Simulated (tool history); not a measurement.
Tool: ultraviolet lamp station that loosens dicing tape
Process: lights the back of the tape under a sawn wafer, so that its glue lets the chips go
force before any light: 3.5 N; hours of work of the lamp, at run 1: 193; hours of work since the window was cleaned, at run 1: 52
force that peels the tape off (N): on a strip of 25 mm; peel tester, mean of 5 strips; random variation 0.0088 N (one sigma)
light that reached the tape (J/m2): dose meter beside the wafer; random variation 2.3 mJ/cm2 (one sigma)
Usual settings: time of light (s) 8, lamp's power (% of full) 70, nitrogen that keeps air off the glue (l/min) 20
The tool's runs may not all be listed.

| run | hour | time of light (s) | lamp's power (% of full) | nitrogen that keeps air off the glue (l/min) | hours of work of the lamp | hours of work since the window was cleaned | force that peels the tape off (N) | light that reached the tape (J/m2) |
|---|---|---|---|---|---|---|---|---|
| 1 | 0 | 8 | 70 | 20 | 193 | 52 | 0.358 | 2170 |
| 2 | 13.3 | 8 | 70 | 20 | 199 | 58 | 0.362 | 2230 |
| 3 | 20.1 | 8 | 70 | 20 | 202 | 61 | 0.358 | 2180 |
| 4 | 33.2 | 8 | 70 | 20 | 208 | 67 | 0.362 | 2190 |
| 5 | 46.9 | 8 | 70 | 20 | 214 | 73 | 0.373 | 2180 |
| 6 | 60.6 | 8 | 70 | 20 | 220 | 79 | 0.377 | 2170 |
| 7 | 66.7 | 14 | 70 | 20 | 223 | 82 | 0.14 | 3850 |
| 8 | 77 | 8 | 70 | 13 | 227 | 86 | 0.449 | 2150 |
| 9 | 83 | 8 | 70 | 20 | 230 | 89 | 0.368 | 2150 |
| 10 | 96.6 | 8 | 70 | 20 | 236 | 95 | 0.371 | 2160 |
| 11 | 104.1 | 8 | 70 | 20 | 239 | 98 | 0.354 | 2140 |
| 12 | 115.5 | 8 | 70 | 20 | 244 | 103 | 0.353 | 2200 |
| 13 | 123.1 | 8 | 70 | 20 | 248 | 107 | 0.356 | 2150 |
| 14 | 131.5 | 8 | 70 | 35 | 252 | 111 | 0.302 | 2180 |
| 15 | 141.2 | 8 | 70 | 20 | 256 | 115 | 0.357 | 2150 |
| 16 | 148.5 | 8 | 70 | 20 | 259 | 118 | 0.363 | 2140 |
| 17 | 156.4 | 8 | 70 | 20 | 263 | 122 | 0.365 | 2160 |
| 18 | 167.8 | 8 | 70 | 20 | 268 | 127 | 0.375 | 2140 |
| 19 | 173.4 | 8 | 70 | 20 | 270 | 129 | 0.363 | 2150 |
| 20 | 181.7 | 8 | 70 | 14 | 274 | 133 | 0.44 | 2150 |
| 21 | 189.8 | 8 | 70 | 14 | 278 | 137 | 0.443 | 2150 |
| 22 | 198.5 | 8 | 70 | 14 | 281 | 141 | 0.43 | 2210 |
| 23 | 205.4 | 8 | 84 | 31 | 285 | 144 | 0.217 | 2610 |
| 24 | 218.7 | 14 | 85 | 8 | 291 | 150 | 0.158 | 4590 |
| 25 | 225.3 | 8 | 80 | 8 | 293 | 153 | 0.451 | 2410 |
| 26 | 231.6 | 7 | 73 | 8 | 296 | 155 | 0.646 | 1980 |
| 27 | 240.6 | 6 | 72 | 20 | 300 | 159 | 0.588 | 1670 |
| 28 | 254.2 | 10 | 67 | 7 | 306 | 165 | 0.442 | 2630 |
| 29 | 262.4 | 13 | 70 | 11 | 310 | 169 | 0.204 | 3540 |
| 30 | 269.7 | 8 | 91 | 20 | 313 | 172 | 0.222 | 2820 |
| 31 | 283.4 | 14 | 65 | 20 | 319 | 179 | 0.152 | 3510 |
| 32 | 293.3 | 14 | 65 | 20 | 324 | 183 | 0.145 | 3520 |
| 33 | 299.6 | 14 | 69 | 34 | 327 | 186 | 0.125 | 3760 |
| 34 | 310.2 | 14 | 69 | 34 | 331 | 191 | 0.128 | 3760 |
| 35 | 320.6 | 5 | 66 | 7 | 336 | 195 | 1.221 | 1260 |
| 36 | 332.1 | 5 | 66 | 7 | 341 | 200 | 1.215 | 1250 |

3 ways to go on from here, each from the tool as it stands after run 36. What would each give?
| A | 342.4 | 13 | 66 | 7 | 346 | 205 | ? | ? |
| B | 342.4 | 5 | 85 | 7 | 346 | 205 | ? | ? |
| C | 342.4 | 7 | 74 | 12 | 346 | 205 | ? | ? |

| run | force that peels the tape off (N) | light that reached the tape (J/m2) |
|---|---|---|
| A | 0.297 | 3340 |
| B | 0.921 | 1640 |
| C | 0.54 | 2010 |
Without the tool's hidden state the same runs would have given:
| run | force that peels the tape off (N) | light that reached the tape (J/m2) |
|---|---|---|
| A | 0.296 | 3350 |
| B | 0.918 | 1640 |
| C | 0.538 | 2020 |

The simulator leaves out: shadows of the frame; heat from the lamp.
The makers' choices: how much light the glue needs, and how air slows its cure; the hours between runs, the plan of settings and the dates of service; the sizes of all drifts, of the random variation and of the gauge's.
